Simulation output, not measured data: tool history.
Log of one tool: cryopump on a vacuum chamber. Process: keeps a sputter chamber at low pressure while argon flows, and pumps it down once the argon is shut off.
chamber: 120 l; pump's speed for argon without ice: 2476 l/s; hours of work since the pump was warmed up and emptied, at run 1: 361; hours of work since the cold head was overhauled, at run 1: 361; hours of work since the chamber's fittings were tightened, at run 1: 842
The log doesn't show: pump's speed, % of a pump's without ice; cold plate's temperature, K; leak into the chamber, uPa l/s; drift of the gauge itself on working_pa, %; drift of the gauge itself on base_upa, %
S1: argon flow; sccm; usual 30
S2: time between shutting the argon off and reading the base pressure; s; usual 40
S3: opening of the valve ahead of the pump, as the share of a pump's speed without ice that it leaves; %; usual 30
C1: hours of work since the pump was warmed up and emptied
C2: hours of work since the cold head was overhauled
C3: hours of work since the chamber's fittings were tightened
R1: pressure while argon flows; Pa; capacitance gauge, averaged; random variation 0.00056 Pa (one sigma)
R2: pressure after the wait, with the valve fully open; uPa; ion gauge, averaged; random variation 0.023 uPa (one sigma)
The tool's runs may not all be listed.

Run 1, hour 0: usual settings; C1 361; C2 361; C3 842. Result: R1 0.0725 Pa, R2 0.87 uPa.
Run 2, hour 102: usual settings; C1 405; C2 405; C3 886. Result: R1 0.0718 Pa, R2 0.91 uPa.
Run 3, hour 177.6: usual settings; C1 438; C2 438; C3 920. Result: R1 0.0734 Pa, R2 0.93 uPa.
Run 4, hour 230.5: usual settings; C1 461; C2 461; C3 943. Result: R1 0.0731 Pa, R2 0.91 uPa.
Run 5, hour 307.2: usual settings; C1 495; C2 495; C3 976. Result: R1 0.0735 Pa, R2 0.92 uPa.
Run 6, hour 356.5: usual settings; C1 516; C2 516; C3 998. Result: R1 0.0737 Pa, R2 0.94 uPa.
Run 7, hour 465.6: usual settings; C1 564; C2 564; C3 1045. Result: R1 0.0754 Pa, R2 0.94 uPa.
Run 8, hour 563.2: usual settings; C1 607; C2 607; C3 1088. Result: R1 0.075 Pa, R2 0.98 uPa.
At hour 592.7: pump warmed up, emptied and cooled again.
Run 9, hour 639.2: usual settings; C1 20; C2 638; C3 1119. Result: R1 0.0676 Pa, R2 0.89 uPa.
Run 10, hour 747.4: usual settings; C1 68; C2 685; C3 1167. Result: R1 0.0686 Pa, R2 0.91 uPa.
Run 11, hour 848.1: usual settings but S1 17 sccm; C1 112; C2 729; C3 1211. Result: R1 0.0394 Pa, R2 0.89 uPa.
Run 12, hour 932: usual settings but S1 17 sccm; C1 148; C2 766; C3 1247. Result: R1 0.0397 Pa, R2 0.94 uPa.
Run 13, hour 1047.4: usual settings but S1 17 sccm; C1 199; C2 816; C3 1298. Result: R1 0.0406 Pa, R2 0.91 uPa.
Run 14, hour 1102.3: usual settings; C1 223; C2 840; C3 1322. Result: R1 0.0704 Pa, R2 0.94 uPa.
Run 15, hour 1193.5: usual settings; C1 263; C2 880; C3 1362. Result: R1 0.0709 Pa, R2 0.97 uPa.
Run 16, hour 1285.1: usual settings; C1 303; C2 920; C3 1402. Result: R1 0.0716 Pa, R2 0.96 uPa.
Run 17, hour 1335.2: usual settings; C1 325; C2 942; C3 1424. Result: R1 0.0713 Pa, R2 0.96 uPa.
Run 18, hour 1398.4: usual settings but S1 25 sccm, S2 55 s; C1 352; C2 970; C3 1451. Result: R1 0.0603 Pa, R2 0.76 uPa.
Run 19, hour 1467.1: usual settings but S1 15 sccm, S2 41 s, S3 16 %; C1 382; C2 1000; C3 1481. Result: R1 0.0658 Pa, R2 0.93 uPa.
Run 20, hour 1566.2: usual settings but S1 13 sccm, S2 28 s, S3 27 %; C1 426; C2 1043; C3 1525. Result: R1 0.0344 Pa, R2 1.26 uPa.
Run 21, hour 1627.3: usual settings but S1 17 sccm, S2 28 s, S3 50 %; C1 452; C2 1070; C3 1551. Result: R1 0.0257 Pa, R2 1.27 uPa.
Run 22, hour 1740.1: usual settings but S1 17 sccm, S2 28 s, S3 50 %; C1 502; C2 1119; C3 1601. Result: R1 0.0276 Pa, R2 1.29 uPa.
Run 23, hour 1840.5: usual settings but S1 53 sccm, S2 43 s; C1 546; C2 1163; C3 1645. Result: R1 0.1317 Pa, R2 0.94 uPa.
Run 24, hour 1912.3: usual settings but S1 17 sccm, S2 58 s, S3 18 %; C1 577; C2 1195; C3 1676. Result: R1 0.0681 Pa, R2 0.79 uPa.
Run 25, hour 1992.5: usual settings but S1 22 sccm, S2 29 s, S3 18 %; C1 612; C2 1230; C3 1711. Result: R1 0.0886 Pa, R2 1.27 uPa.
At hour 2006.2: pump warmed up, emptied and cooled again.
Run 26, hour 2089.1: usual settings but S1 22 sccm, S2 29 s, S3 18 %; C1 36; C2 1270; C3 1751. Result: R1 0.084 Pa, R2 1.17 uPa.
Run 27, hour 2152.3: usual settings but S1 43 sccm; C1 64; C2 1297; C3 1779. Result: R1 0.0995 Pa, R2 0.95 uPa.
Run 28, hour 2210.4: usual settings but S1 56 sccm, S2 160 s, S3 31 %; C1 89; C2 1323; C3 1804. Result: R1 0.1254 Pa, R2 0.47 uPa.
Run 29, hour 2267.4: usual settings but S1 37 sccm, S2 117 s, S3 29 %; C1 114; C2 1348; C3 1829. Result: R1 0.0882 Pa, R2 0.5 uPa.

Run 30 comes next. What will it give?
Run 30, hour 2317: usual settings but S1 56 sccm, S2 108 s, S3 21 %; C1 136; C2 1369; C3 1851. Result: R1 ?, R2 ?.

R1: 0.1856 Pa
R2: 0.54 uPa
Without the tool's hidden state the same run would have given R1 0.1823 Pa, R2 0.37 uPa.

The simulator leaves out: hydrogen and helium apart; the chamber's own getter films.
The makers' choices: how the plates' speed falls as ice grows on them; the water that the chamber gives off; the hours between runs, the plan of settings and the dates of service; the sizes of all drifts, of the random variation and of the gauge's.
